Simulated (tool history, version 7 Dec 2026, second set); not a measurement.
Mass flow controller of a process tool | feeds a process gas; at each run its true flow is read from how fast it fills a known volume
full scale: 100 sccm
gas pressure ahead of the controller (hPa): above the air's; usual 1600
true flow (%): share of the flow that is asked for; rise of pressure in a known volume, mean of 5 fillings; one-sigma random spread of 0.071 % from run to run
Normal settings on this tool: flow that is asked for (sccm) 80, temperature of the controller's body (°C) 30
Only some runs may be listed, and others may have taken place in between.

run	hour	flow that is asked for (sccm)	gas pressure ahead of the controller (hPa)	temperature of the controller's body (°C)	true flow (%)
1	0.0	80	1600	30	100.79
2	237.4	80	2310	30	100.66
3	428.6	80	2240	30	100.73
4	676.2	80	2240	30	100.71
5	1045.9	80	2240	30	100.79
6	1470.7	80	1600	30	101.20
7	1709.7	80	1600	30	101.01
8	1882.9	45	1600	30	100.97
9	2216.3	45	1600	30	100.91
10	2485.6	80	1600	30	101.08
11	2658.2	80	1600	23	102.01
12	2967.1	80	1600	30	101.29
13	3355.8	80	1600	30	101.43
14	3653.8	80	1600	30	101.42
15	3880.7	80	1600	27	101.64
16	4227.4	80	1600	27	101.68
17	4647.0	80	1600	30	101.54
18	4826.7	80	1600	30	101.59
19	5052.9	31	2650	30	101.58
20	5388.0	31	2650	30	101.61
21	5607.6	12	2080	27	104.77
22	5951.2	12	2080	27	104.74
23	6281.3	29	2080	28	102.28
24	6525.6	29	2080	28	102.31
25	6876.8	62	1640	28	101.99
26	7169.7	62	1640	28	102.01
27	7463.8	62	1640	28	102.26
28	7748.2	14	1640	28	104.91
# hour 7968.7: controller's zero set anew
29	8051.1	75	1600	35	100.73
30	8272.3	16	2060	23	100.98
31	8513.8	16	2060	23	101.01
32	8727.2	15	1550	21	101.40
33	9117.4	13	2230	32	100.50
34	9393.4	85	2230	24	101.93
35	9592.9	80	2630	28	101.38

For some of the steps in true flow (%) from one run to the next: how much would appear even if the tool had no hidden state, given the settings, what came in and random variation, and how much remains for the hidden state plus any gauge scatter that the measured result and the result without hidden state don't share?
The hidden state here: flow at rest that the sensor doesn't see, % of full scale; true flow over the shown one, %; drift of the gauge itself on true_pct, %.
Run 20 -> 21: flow that is asked for (sccm) 31 -> 12, gas pressure ahead of the controller (hPa) 2650 -> 2080, temperature of the controller's body (°C) 30 -> 27. true flow (%) +3.16: hidden state +2.82, all else +0.34.
Run 27 -> 28: flow that is asked for (sccm) 62 -> 14. true flow (%) +2.65: hidden state +3.46, all else -0.81.
Run 28 -> 29: flow that is asked for (sccm) 14 -> 75, gas pressure ahead of the controller (hPa) 1640 -> 1600, temperature of the controller's body (°C) 28 -> 35, controller's zero set anew. true flow (%) -4.18: hidden state -4.38, all else +0.20.

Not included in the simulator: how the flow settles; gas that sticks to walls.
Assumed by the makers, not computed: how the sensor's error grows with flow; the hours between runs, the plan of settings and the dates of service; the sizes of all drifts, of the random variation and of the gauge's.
